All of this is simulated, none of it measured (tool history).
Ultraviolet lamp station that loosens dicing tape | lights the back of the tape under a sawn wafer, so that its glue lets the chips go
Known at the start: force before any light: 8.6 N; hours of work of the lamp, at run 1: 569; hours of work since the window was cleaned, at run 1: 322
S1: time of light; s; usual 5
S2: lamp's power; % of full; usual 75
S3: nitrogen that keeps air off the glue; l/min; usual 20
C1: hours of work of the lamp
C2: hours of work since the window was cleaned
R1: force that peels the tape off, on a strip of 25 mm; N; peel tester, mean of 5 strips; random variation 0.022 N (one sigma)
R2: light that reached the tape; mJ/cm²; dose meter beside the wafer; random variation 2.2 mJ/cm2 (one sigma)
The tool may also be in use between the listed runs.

Run 1, hour 0: usual settings; C1 569; C2 322. Result: R1 1.502 N, R2 161 mJ/cm².
Run 2, hour 36.2: usual settings but S3 25 l/min; C1 596; C2 349. Result: R1 1.398 N, R2 158 mJ/cm².
Run 3, hour 75.9: usual settings but S3 25 l/min; C1 626; C2 379. Result: R1 1.367 N, R2 159 mJ/cm².
Run 4, hour 111.4: usual settings but S3 25 l/min; C1 653; C2 405. Result: R1 1.347 N, R2 151 mJ/cm².
Run 5, hour 155.3: usual settings but S3 25 l/min; C1 686; C2 438. Result: R1 1.419 N, R2 154 mJ/cm².
Run 6, hour 177: usual settings but S1 3 s; C1 702; C2 455. Result: R1 3.12 N, R2 94 mJ/cm².
Run 7, hour 215.3: usual settings but S3 33 l/min; C1 731; C2 483. Result: R1 1.351 N, R2 151 mJ/cm².
Run 8, hour 246.7: usual settings; C1 754; C2 507. Result: R1 1.602 N, R2 151 mJ/cm².
Run 9, hour 280.2: usual settings but S3 12 l/min; C1 779; C2 532. Result: R1 1.975 N, R2 145 mJ/cm².
Run 10, hour 325.3: usual settings but S3 15 l/min; C1 813; C2 566. Result: R1 1.863 N, R2 148 mJ/cm².
Run 11, hour 357.1: usual settings but S3 15 l/min; C1 837; C2 590. Result: R1 1.819 N, R2 143 mJ/cm².
Run 12, hour 389.2: usual settings but S2 60 % of full; C1 861; C2 614. Result: R1 2.372 N, R2 111 mJ/cm².
Run 13, hour 416.7: usual settings but S2 60 % of full; C1 882; C2 634. Result: R1 2.381 N, R2 113 mJ/cm².
Run 14, hour 459: usual settings but S2 60 % of full, S3 23 l/min; C1 914; C2 666. Result: R1 2.297 N, R2 112 mJ/cm².
At hour 475.4: window cleaned of glue's vapour.
Run 15, hour 481.8: usual settings but S2 60 % of full, S3 23 l/min; C1 930; C2 5. Result: R1 1.946 N, R2 125 mJ/cm².
Run 16, hour 519.1: usual settings but S2 60 % of full, S3 23 l/min; C1 958; C2 33. Result: R1 1.962 N, R2 127 mJ/cm².
Run 17, hour 560.4: usual settings; C1 989; C2 64. Result: R1 1.459 N, R2 156 mJ/cm².
Run 18, hour 581.6: usual settings but S2 97 % of full; C1 1005; C2 80. Result: R1 0.934 N, R2 202 mJ/cm².
Run 19, hour 627.1: usual settings but S2 97 % of full; C1 1039; C2 114. Result: R1 0.975 N, R2 199 mJ/cm².
Run 20, hour 675.8: usual settings; C1 1076; C2 150. Result: R1 1.55 N, R2 149 mJ/cm².
Run 21, hour 713: usual settings; C1 1104; C2 178. Result: R1 1.611 N, R2 152 mJ/cm².
Run 22, hour 746: usual settings; C1 1128; C2 203. Result: R1 1.65 N, R2 149 mJ/cm².
Run 23, hour 780.1: usual settings but S2 87 % of full; C1 1154; C2 228. Result: R1 1.248 N, R2 173 mJ/cm².
Run 24, hour 822.8: usual settings but S1 7 s, S2 62 % of full, S3 11 l/min; C1 1186; C2 260. Result: R1 1.684 N, R2 167 mJ/cm².
Run 25, hour 872.7: usual settings but S2 80 % of full; C1 1223; C2 298. Result: R1 1.522 N, R2 151 mJ/cm².
Run 26, hour 919.7: usual settings but S1 9 s, S2 80 % of full, S3 24 l/min; C1 1259; C2 333. Result: R1 0.476 N, R2 269 mJ/cm².
Run 27, hour 962.1: usual settings but S1 9 s, S2 80 % of full, S3 24 l/min; C1 1290; C2 365. Result: R1 0.478 N, R2 268 mJ/cm².
Run 28, hour 990.8: usual settings but S1 9 s, S2 67 % of full, S3 23 l/min; C1 1312; C2 387. Result: R1 0.74 N, R2 219 mJ/cm².
Run 29, hour 1015.1: usual settings but S1 9 s, S2 67 % of full, S3 23 l/min; C1 1330; C2 405. Result: R1 0.746 N, R2 221 mJ/cm².
Run 30, hour 1047.3: usual settings but S2 94 % of full, S3 21 l/min; C1 1354; C2 429. Result: R1 1.281 N, R2 167 mJ/cm².
Run 31, hour 1095.7: usual settings but S1 7 s, S2 71 % of full, S3 7 l/min; C1 1391; C2 465. Result: R1 1.809 N, R2 179 mJ/cm².
Run 32, hour 1131.6: usual settings but S3 7 l/min; C1 1418; C2 492. Result: R1 2.646 N, R2 133 mJ/cm².
Run 33, hour 1174: usual settings but S1 4 s, S2 92 % of full, S3 24 l/min; C1 1449; C2 524. Result: R1 1.871 N, R2 127 mJ/cm².
Run 34, hour 1200.5: usual settings but S2 66 % of full, S3 18 l/min; C1 1469; C2 544. Result: R1 2.323 N, R2 114 mJ/cm².
Run 35, hour 1245.1: usual settings but S2 69 % of full, S3 38 l/min; C1 1503; C2 577. Result: R1 1.885 N, R2 120 mJ/cm².
Run 36, hour 1274.6: usual settings but S2 69 % of full, S3 38 l/min; C1 1525; C2 599. Result: R1 1.921 N, R2 121 mJ/cm².
Run 37, hour 1310.2: usual settings but S1 3 s, S2 69 % of full, S3 7 l/min; C1 1552; C2 626. Result: R1 4.492 N, R2 70 mJ/cm².
Run 38, hour 1340.4: usual settings but S1 3 s, S2 69 % of full, S3 7 l/min; C1 1574; C2 649. Result: R1 4.709 N, R2 70 mJ/cm².
At hour 1378.7: window cleaned of glue's vapour.
Run 39, hour 1390.1: usual settings but S1 3 s, S2 69 % of full, S3 7 l/min; C1 1611; C2 9. Result: R1 4.076 N, R2 79 mJ/cm².
Run 40, hour 1412.5: usual settings but S1 3 s, S2 65 % of full, S3 12 l/min; C1 1628; C2 25. Result: R1 4.053 N, R2 74 mJ/cm².
Run 41, hour 1440.1: usual settings but S1 3 s, S2 65 % of full, S3 12 l/min; C1 1649; C2 46. Result: R1 4.054 N, R2 72 mJ/cm².
Run 42, hour 1461.1: usual settings but S1 10 s, S2 98 % of full, S3 31 l/min; C1 1664; C2 62. Result: R1 0.268 N, R2 367 mJ/cm².
Run 43, hour 1507.2: usual settings but S1 8 s, S2 68 % of full, S3 15 l/min; C1 1699; C2 96. Result: R1 1.097 N, R2 205 mJ/cm².

3 ways to go on from here, each from the tool as it stands after run 43. What would each give?
Run A, hour 1538.6: usual settings but S1 8 s, S2 68 % of full, S3 15 l/min; C1 1722; C2 120. Result: R1 ?, R2 ?.
Run B, hour 1538.6: usual settings but S1 8 s, S2 68 % of full, S3 9 l/min; C1 1722; C2 120. Result: R1 ?, R2 ?.
Run C, hour 1538.6: usual settings but S1 8 s, S2 68 % of full, S3 9 l/min; C1 1722; C2 120. Result: R1 ?, R2 ?.

run     R1   R2
  A  1.076  199
  B  1.353  198
  C  1.392  202
Without the tool's hidden state the same runs would have given:
run     R1   R2
  A  0.585  272
  B  0.763  271
  C  0.789  275
